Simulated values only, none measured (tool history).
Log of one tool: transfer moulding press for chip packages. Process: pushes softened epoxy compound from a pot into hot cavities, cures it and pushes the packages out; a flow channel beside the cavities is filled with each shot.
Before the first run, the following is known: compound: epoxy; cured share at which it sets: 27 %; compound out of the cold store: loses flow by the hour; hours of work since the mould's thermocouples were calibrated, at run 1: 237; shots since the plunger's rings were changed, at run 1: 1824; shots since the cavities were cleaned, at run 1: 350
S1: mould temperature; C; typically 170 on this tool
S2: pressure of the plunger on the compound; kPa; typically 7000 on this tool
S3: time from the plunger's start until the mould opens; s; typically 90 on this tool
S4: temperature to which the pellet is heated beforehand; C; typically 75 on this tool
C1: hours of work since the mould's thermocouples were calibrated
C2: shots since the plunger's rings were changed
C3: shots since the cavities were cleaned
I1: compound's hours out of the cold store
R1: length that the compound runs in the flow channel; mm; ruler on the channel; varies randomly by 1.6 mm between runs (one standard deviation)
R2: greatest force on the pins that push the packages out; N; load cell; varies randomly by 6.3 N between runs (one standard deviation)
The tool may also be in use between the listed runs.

run	hour	S1	S2	S3	S4	C1	C2	C3	I1	R1	R2
1	0.0	170	7000	90	75	237	1824	350	15.9	520	334
# hour 51.8: cavities cleaned with cleaning compound and waxed
2	81.0	170	7000	90	75	294	2904	397	38.7	482	512
# hour 129.4: cavities cleaned with cleaning compound and waxed
3	132.8	170	7000	90	75	329	3588	46	23.3	500	260
# hour 206.3: cavities cleaned with cleaning compound and waxed
4	222.4	170	7000	90	78	392	4787	219	13.9	508	303
# hour 267.6: mould's thermocouples calibrated
# hour 270.1: plunger's sealing rings changed
# hour 285.7: cavities cleaned with cleaning compound and waxed, once more
5	307.6	170	7000	90	78	26	490	298	12.7	532	345
# hour 363.7: cavities cleaned with cleaning compound and waxed
6	375.0	170	7000	90	75	73	1387	154	44.3	481	294
7	431.2	172	7000	90	75	113	2150	917	13.0	518	419
# hour 439.9: cavities cleaned with cleaning compound and waxed
8	474.3	170	7150	90	75	142	2716	468	37.9	490	360
# hour 517.6: cavities cleaned with cleaning compound and waxed
9	542.7	170	6310	90	75	190	3626	341	39.7	454	317
# hour 596.7: cavities cleaned with cleaning compound and waxed
10	629.8	170	6310	90	75	251	4789	448	38.9	449	365
# hour 673.5: plunger's sealing rings changed
# hour 675.0: cavities cleaned with cleaning compound and waxed
11	711.4	170	6310	90	75	306	494	494	34.4	471	358
# hour 755.0: cavities cleaned with cleaning compound and waxed
12	776.0	170	6310	90	75	351	1353	286	12.6	495	327
# hour 831.6: cavities cleaned with cleaning compound and waxed
13	858.7	170	7000	75	75	409	2457	369	47.0	473	492
# hour 878.2: mould's thermocouples calibrated
14	901.5	170	7000	90	80	17	3012	924	32.7	493	431
# hour 911.5: cavities cleaned with cleaning compound and waxed
15	970.1	170	7000	75	75	64	3924	797	38.6	479	594
# hour 989.1: cavities cleaned with cleaning compound and waxed
16	1060.5	171	7000	90	85	128	5134	971	21.8	494	409
# hour 1066.7: cavities cleaned with cleaning compound and waxed
# hour 1081.6: plunger's sealing rings changed
# hour 1148.4: cavities cleaned with cleaning compound and waxed
17	1154.3	171	7000	90	85	191	970	81	9.5	528	259
18	1213.3	170	7000	90	73	233	1772	883	35.7	487	425
# hour 1228.4: cavities cleaned with cleaning compound and waxed
19	1262.7	170	5620	82	75	267	2422	466	47.9	424	431
20	1299.6	170	6630	85	75	293	2924	968	40.0	466	459
# hour 1305.3: cavities cleaned with cleaning compound and waxed
# hour 1384.6: cavities cleaned with cleaning compound and waxed
21	1385.6	168	7000	87	75	352	4053	14	30.7	493	292
22	1439.2	163	6850	90	67	390	4782	743	15.5	517	628
# hour 1459.5: cavities cleaned with cleaning compound and waxed
# hour 1486.0: plunger's sealing rings changed
# hour 1495.8: mould's thermocouples calibrated
23	1504.7	170	7000	90	72	6	226	554	20.8	518	393
# hour 1540.5: cavities cleaned with cleaning compound and waxed
24	1562.7	170	6140	90	70	47	994	301	27.8	477	316
# hour 1620.2: cavities cleaned with cleaning compound and waxed
25	1640.4	168	7000	111	75	101	2030	274	16.0	520	274
# hour 1698.0: cavities cleaned with cleaning compound and waxed
26	1699.4	169	7400	117	72	142	2813	20	18.7	527	204

Here are 5 independent what-if runs from the current tool condition. What would each one return?
A	1766.0	169	8720	117	72	189	3719	926	25.4	?	?
B	1766.0	165	7000	97	75	189	3719	926	31.6	?	?
C	1766.0	163	8370	117	68	189	3719	926	36.3	?	?
D	1766.0	164	7000	90	77	189	3719	926	46.6	?	?
E	1766.0	169	7740	117	72	189	3719	926	28.4	?	?

run	R1	R2
A	555	345
B	498	475
C	543	402
D	474	554
E	518	348
With no hidden state in the tool, these same runs would have given:
run	R1	R2
A	575	193
B	517	273
C	563	229
D	492	322
E	538	197
